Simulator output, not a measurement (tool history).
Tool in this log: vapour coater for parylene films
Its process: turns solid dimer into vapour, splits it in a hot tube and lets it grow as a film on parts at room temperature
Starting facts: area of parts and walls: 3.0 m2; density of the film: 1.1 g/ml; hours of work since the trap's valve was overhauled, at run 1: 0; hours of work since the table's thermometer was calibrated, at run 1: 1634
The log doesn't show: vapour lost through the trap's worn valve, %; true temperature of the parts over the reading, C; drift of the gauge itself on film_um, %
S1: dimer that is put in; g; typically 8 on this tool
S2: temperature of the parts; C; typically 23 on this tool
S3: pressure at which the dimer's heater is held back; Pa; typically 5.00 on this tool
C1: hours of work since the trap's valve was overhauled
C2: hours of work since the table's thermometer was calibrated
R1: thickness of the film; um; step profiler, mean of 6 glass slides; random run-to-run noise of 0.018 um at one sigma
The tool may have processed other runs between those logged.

run 1 hour=0.0 | S1=8 S2=23 S3=5.00 | C1=0 C2=1634 | R1=1.83
run 2 hour=24.0 | S1=8 S2=23 S3=5.00 | C1=21 C2=1655 | R1=1.84
run 3 hour=44.8 | S1=8 S2=23 S3=5.00 | C1=38 C2=1672 | R1=1.85
run 4 hour=92.2 | S1=8 S2=23 S3=5.00 | C1=79 C2=1713 | R1=1.83
run 5 hour=117.5 | S1=8 S2=23 S3=5.00 | C1=101 C2=1735 | R1=1.81
run 6 hour=146.8 | S1=8 S2=23 S3=5.00 | C1=126 C2=1760 | R1=1.76
run 7 hour=173.1 | S1=8 S2=16 S3=5.00 | C1=148 C2=1782 | R1=2.02
run 8 hour=214.5 | S1=8 S2=16 S3=5.00 | C1=184 C2=1818 | R1=2.06
run 9 hour=256.6 | S1=8 S2=23 S3=5.00 | C1=220 C2=1854 | R1=1.75
run 10 hour=280.4 | S1=8 S2=23 S3=2.62 | C1=240 C2=1874 | R1=1.89
-- hour=287.4 trap's valve overhauled
run 11 hour=312.3 | S1=8 S2=23 S3=2.30 | C1=21 C2=1898 | R1=2.03
-- hour=341.6 table's thermometer calibrated
run 12 hour=358.4 | S1=8 S2=23 S3=2.30 | C1=60 C2=14 | R1=2.01
run 13 hour=407.1 | S1=8 S2=23 S3=2.30 | C1=102 C2=56 | R1=1.94
run 14 hour=435.3 | S1=8 S2=23 S3=2.30 | C1=126 C2=80 | R1=1.95
run 15 hour=481.4 | S1=8 S2=23 S3=9.09 | C1=165 C2=120 | R1=1.60
run 16 hour=526.3 | S1=8 S2=23 S3=5.00 | C1=204 C2=158 | R1=1.74
run 17 hour=555.2 | S1=8 S2=23 S3=5.00 | C1=229 C2=183 | R1=1.68
-- hour=575.3 trap's valve overhauled
run 18 hour=580.3 | S1=8 S2=23 S3=5.00 | C1=4 C2=201 | R1=1.85
run 19 hour=623.8 | S1=8 S2=23 S3=5.00 | C1=42 C2=238 | R1=1.80
run 20 hour=647.3 | S1=5 S2=23 S3=5.00 | C1=62 C2=259 | R1=1.13
run 21 hour=683.8 | S1=11 S2=23 S3=5.00 | C1=93 C2=290 | R1=2.41
run 22 hour=721.0 | S1=11 S2=23 S3=5.00 | C1=125 C2=322 | R1=2.40
run 23 hour=749.7 | S1=8 S2=24 S3=5.00 | C1=149 C2=346 | R1=1.66
run 24 hour=779.5 | S1=8 S2=23 S3=4.26 | C1=175 C2=372 | R1=1.79
run 25 hour=816.0 | S1=10 S2=18 S3=2.80 | C1=206 C2=403 | R1=2.60
run 26 hour=841.4 | S1=6 S2=15 S3=3.28 | C1=228 C2=425 | R1=1.63
-- hour=864.1 trap's valve overhauled
run 27 hour=890.5 | S1=3 S2=19 S3=9.37 | C1=23 C2=464 | R1=0.65
run 28 hour=915.5 | S1=3 S2=19 S3=9.37 | C1=44 C2=485 | R1=0.65
run 29 hour=940.5 | S1=5 S2=23 S3=5.00 | C1=65 C2=506 | R1=1.11
run 30 hour=981.8 | S1=4 S2=20 S3=2.63 | C1=101 C2=542 | R1=1.03
run 31 hour=1008.0 | S1=8 S2=22 S3=3.72 | C1=123 C2=564 | R1=1.89
run 32 hour=1046.0 | S1=4 S2=18 S3=9.98 | C1=156 C2=597 | R1=0.88
run 33 hour=1077.8 | S1=4 S2=27 S3=7.19 | C1=183 C2=624 | R1=0.77
run 34 hour=1101.3 | S1=4 S2=27 S3=7.19 | C1=203 C2=644 | R1=0.76
run 35 hour=1141.0 | S1=4 S2=27 S3=2.80 | C1=237 C2=678 | R1=0.81
-- hour=1151.0 trap's valve overhauled
run 36 hour=1174.0 | S1=7 S2=24 S3=2.80 | C1=20 C2=703 | R1=1.69
run 37 hour=1193.8 | S1=12 S2=30 S3=5.00 | C1=37 C2=720 | R1=2.34
run 38 hour=1219.0 | S1=8 S2=23 S3=9.53 | C1=58 C2=742 | R1=1.62
run 39 hour=1249.3 | S1=7 S2=17 S3=2.18 | C1=84 C2=768 | R1=2.02
run 40 hour=1273.4 | S1=11 S2=30 S3=2.86 | C1=105 C2=788 | R1=2.21
run 41 hour=1304.1 | S1=8 S2=23 S3=2.78 | C1=131 C2=815 | R1=1.91
run 42 hour=1325.2 | S1=8 S2=32 S3=5.00 | C1=149 C2=833 | R1=1.46
run 43 hour=1348.1 | S1=8 S2=25 S3=4.01 | C1=169 C2=852 | R1=1.70
run 44 hour=1394.0 | S1=3 S2=25 S3=7.11 | C1=208 C2=892 | R1=0.59
run 45 hour=1432.7 | S1=3 S2=25 S3=7.11 | C1=241 C2=925 | R1=0.55
-- hour=1439.7 trap's valve overhauled
run 46 hour=1474.1 | S1=13 S2=25 S3=9.71 | C1=30 C2=957 | R1=2.57
run 47 hour=1502.0 | S1=13 S2=25 S3=9.71 | C1=53 C2=981 | R1=2.54

For each run, the measured value with the value that run would have given without the tool's hidden condition subtracted. The run-to-run variation is shared by both, the gauge scatter possibly not:
run=1 R1=+0.02
run=2 R1=+0.01
run=3 R1=+0.00
run=4 R1=-0.02
run=5 R1=-0.03
run=6 R1=-0.04
run=7 R1=-0.06
run=8 R1=-0.09
run=9 R1=-0.09
run=10 R1=-0.10
run=11 R1=+0.01
run=12 R1=-0.04
run=13 R1=-0.07
run=14 R1=-0.08
run=15 R1=-0.08
run=16 R1=-0.11
run=17 R1=-0.13
run=18 R1=-0.01
run=19 R1=-0.03
run=20 R1=-0.02
run=21 R1=-0.07
run=22 R1=-0.10
run=23 R1=-0.08
run=24 R1=-0.09
run=25 R1=-0.16
run=26 R1=-0.11
run=27 R1=-0.01
run=28 R1=-0.01
run=29 R1=-0.03
run=30 R1=-0.04
run=31 R1=-0.08
run=32 R1=-0.05
run=33 R1=-0.05
run=34 R1=-0.05
run=35 R1=-0.06
run=36 R1=-0.01
run=37 R1=-0.02
run=38 R1=-0.03
run=39 R1=-0.05
run=40 R1=-0.06
run=41 R1=-0.07
run=42 R1=-0.06
run=43 R1=-0.09
run=44 R1=-0.03
run=45 R1=-0.04
run=46 R1=-0.01
run=47 R1=-0.02

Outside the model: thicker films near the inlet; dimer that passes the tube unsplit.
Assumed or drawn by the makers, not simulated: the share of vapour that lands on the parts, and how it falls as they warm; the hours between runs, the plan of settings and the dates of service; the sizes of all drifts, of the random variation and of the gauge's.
